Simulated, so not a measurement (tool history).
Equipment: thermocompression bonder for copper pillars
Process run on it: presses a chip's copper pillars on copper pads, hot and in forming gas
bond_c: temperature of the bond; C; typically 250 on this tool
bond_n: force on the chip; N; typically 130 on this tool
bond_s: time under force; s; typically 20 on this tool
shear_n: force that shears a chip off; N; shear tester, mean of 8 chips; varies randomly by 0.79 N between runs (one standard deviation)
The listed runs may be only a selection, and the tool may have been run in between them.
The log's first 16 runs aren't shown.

run,day,bond_c,bond_n,bond_s,shear_n
17,8.062,267,130,15,61.4
18,8.525,267,114,15,53.0
19,8.912,222,130,20,40.9
20,9.521,222,130,20,40.6
21,9.962,222,130,20,39.8
22,10.542,222,130,20,40.2
23,10.883,222,130,20,41.0
# day 11.004: heater calibrated with a thermocouple chip
24,11.358,248,119,12,41.3
25,12.000,250,173,12,58.7
# day 12.429: heater calibrated with a thermocouple chip, once more
26,12.433,250,130,32,67.4
# day 12.538: forming gas filter changed
27,13.050,250,130,48,78.8
28,13.379,267,130,12,63.2
29,13.812,273,130,12,65.2
30,14.500,273,130,12,63.7
31,15.092,250,130,51,82.6
32,15.638,250,141,51,85.2
33,15.921,250,141,51,83.7
34,16.238,250,152,20,68.0
35,16.829,250,152,20,69.7
36,17.417,222,89,14,26.1
37,17.979,234,89,14,30.8
38,18.350,234,89,14,31.5
39,18.758,234,89,14,31.0
40,19.108,234,89,14,30.5

Here are 3 independent what-if runs from the current tool condition. What would each one return?
A,19.400,261,130,20,?
B,19.400,266,175,20,?
C,19.400,280,90,14,?

run,shear_n
A,66.0
B,84.0
C,53.1
Without the tool's unlogged condition, the same runs would have read:
run,shear_n
A,67.0
B,85.7
C,53.8

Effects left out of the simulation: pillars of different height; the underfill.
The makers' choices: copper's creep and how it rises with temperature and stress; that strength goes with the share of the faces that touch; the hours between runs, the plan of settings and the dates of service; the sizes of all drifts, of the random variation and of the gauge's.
